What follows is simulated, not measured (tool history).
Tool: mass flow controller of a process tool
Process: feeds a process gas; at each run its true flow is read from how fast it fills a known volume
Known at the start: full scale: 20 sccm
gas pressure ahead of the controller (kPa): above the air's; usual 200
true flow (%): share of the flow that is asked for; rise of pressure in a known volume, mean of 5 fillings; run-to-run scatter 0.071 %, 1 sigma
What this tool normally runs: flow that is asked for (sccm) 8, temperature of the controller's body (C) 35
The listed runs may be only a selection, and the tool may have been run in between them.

run    hour  flow that is asked for (sccm)  gas pressure ahead of the controller (kPa)  temperature of the controller's body (C)  true flow (%)
  1       0                              8                                         200                                        35          99.43
  2   146.3                              6                                         200                                        35          99.39
  3   292.8                              8                                         200                                        24          98.67
  4   415.5                              8                                         200                                        24          98.52
  5   543.5                              8                                         200                                        24          98.56
  6   666.6                              8                                         235                                        35          99.45
  7   811.1                              8                                         235                                        35          99.48
  8   879.1                              8                                         235                                        35          99.57
  9  1002.3                              8                                         235                                        35          99.67
 10  1107.2                              8                                         235                                        35          99.62
 11  1267.7                              8                                         235                                        35          99.57
 12  1403.2                              8                                         235                                        35          99.71
 13  1503.2                              8                                         147                                        35          99.92
 14  1622.9                             15                                         200                                        35         100.34
 15  1746.8                              8                                         152                                        35          99.86
 16  1828.7                              8                                         174                                        35          99.73
 17  1910.3                              8                                         200                                        35          99.77
 18  2069.2                              8                                         200                                        35          99.89
 19  2215.6                              8                                         200                                        35           99.9
 20  2290.2                              8                                         200                                        35          99.88
 21  2398.9                              8                                         200                                        35          99.69
     2406.8  -- controller's zero set anew
 22  2491.8                              8                                         200                                        35         100.44
 23    2630                              8                                         200                                        35         100.66
 24  2751.9                              9                                         200                                        35          100.4
 25  2914.2                              3                                         200                                        23         102.18
     3039.2  -- controller's zero set anew, once more
 26  3063.5                             11                                         205                                        28          98.35
 27  3194.9                             11                                         170                                        32          98.64
 28  3339.6                              8                                         223                                        38          98.87
 29  3451.1                              8                                         223                                        38          98.99
 30  3552.2                              8                                         186                                        38          99.14
 31  3717.6                              3                                         211                                        22          97.52
 32  3815.4                              6                                         148                                        27           98.1
 33  3959.7                              4                                         261                                        28          98.09
 34    4047                             19                                         278                                        24           98.8
 35  4137.3                              3                                         215                                        35          99.23
 36  4284.2                             10                                         200                                        39          99.46
 37  4405.1                             10                                         156                                        30          98.84
 38  4503.2                             13                                         154                                        33          99.26
 39  4610.5                             17                                         200                                        35          99.76
 40  4703.1                             17                                         200                                        35          99.76

The logged runs with the hidden state left out (each run's random variation unchanged):
Unlogged tool condition in this case: flow at rest that the sensor doesn't see, % of full scale; true flow over the shown one, %; drift of the gauge itself on true_pct, %.
run  true flow (%)
  1          99.51
  2          99.29
  3          98.68
  4           98.5
  5           98.5
  6          99.37
  7          99.37
  8          99.45
  9          99.52
 10          99.44
 11          99.35
 12          99.46
 13          99.66
 14         100.51
 15          99.55
 16          99.39
 17          99.41
 18           99.5
 19          99.47
 20          99.44
 21          99.22
 22          99.43
 23          99.61
 24          99.54
 25          97.77
 26          99.17
 27          99.44
 28          99.61
 29           99.7
 30          99.84
 31          97.63
 32          98.61
 33          98.26
 34          99.64
 35          98.96
 36         100.09
 37          99.44
 38          99.97
 39         100.56
 40         100.55
